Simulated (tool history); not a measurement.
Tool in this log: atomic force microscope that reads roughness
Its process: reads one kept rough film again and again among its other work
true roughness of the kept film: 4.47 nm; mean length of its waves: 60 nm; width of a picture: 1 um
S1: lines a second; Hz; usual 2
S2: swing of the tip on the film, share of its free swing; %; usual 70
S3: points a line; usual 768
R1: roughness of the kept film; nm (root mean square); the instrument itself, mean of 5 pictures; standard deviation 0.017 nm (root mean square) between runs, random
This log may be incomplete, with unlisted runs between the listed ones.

| run | day | S1 | S2 | S3 | R1 |
|---|---|---|---|---|---|
| 1 | 0 | 2 | 70 | 768 | 4.072 |
| 2 | 1.121 | 2 | 70 | 768 | 4.101 |
| 3 | 2.438 | 2 | 70 | 768 | 4.095 |
| 4 | 3.767 | 2 | 70 | 768 | 4.111 |
| 5 | 5.346 | 2 | 70 | 768 | 4.102 |
| 6 | 6.804 | 2 | 70 | 768 | 4.075 |
| 7 | 7.646 | 2 | 70 | 768 | 4.139 |
|  | 8.362 | new tip fitted |
| 8 | 9.15 | 2 | 70 | 768 | 4.13 |
| 9 | 10.704 | 2 | 70 | 768 | 4.109 |
| 10 | 11.775 | 2 | 70 | 768 | 4.132 |
| 11 | 13.175 | 2 | 70 | 768 | 4.117 |
| 12 | 14.154 | 2.39 | 70 | 768 | 4.054 |
| 13 | 15.067 | 3.49 | 70 | 768 | 3.93 |
| 14 | 15.879 | 3.49 | 70 | 768 | 3.928 |
| 15 | 16.804 | 2 | 70 | 990 | 4.131 |
|  | 17.467 | new tip fitted |
| 16 | 18.271 | 1.37 | 77 | 442 | 4.116 |
| 17 | 19.296 | 2 | 67 | 676 | 4.158 |
| 18 | 20.217 | 2 | 66 | 676 | 4.158 |
| 19 | 21.171 | 2 | 66 | 676 | 4.144 |
| 20 | 22.083 | 2 | 87 | 849 | 3.772 |
| 21 | 23.333 | 0.51 | 84 | 287 | 4.181 |
| 22 | 24.242 | 0.51 | 83 | 974 | 4.208 |
| 23 | 25.188 | 1.29 | 83 | 974 | 4.056 |
| 24 | 26.15 | 0.69 | 77 | 847 | 4.228 |
|  | 26.512 | new tip fitted |
| 25 | 27.112 | 0.69 | 84 | 299 | 4.154 |

Consider 4 possible next runs. They are alternatives, not a sequence: every one starts from the tool as it was left by run 25. What does each give?
| A | 28.6 | 0.53 | 68 | 457 | ? |
| B | 28.6 | 2.9 | 75 | 706 | ? |
| C | 28.6 | 1.36 | 82 | 881 | ? |
| D | 28.6 | 1.31 | 84 | 703 | ? |

| run | R1 |
|---|---|
| A | 4.311 |
| B | 3.86 |
| C | 4.048 |
| D | 3.982 |
With the hidden condition removed and each run's random variation left untouched, the same runs would have given:
| run | R1 |
|---|---|
| A | 4.315 |
| B | 3.864 |
| C | 4.051 |
| D | 3.986 |
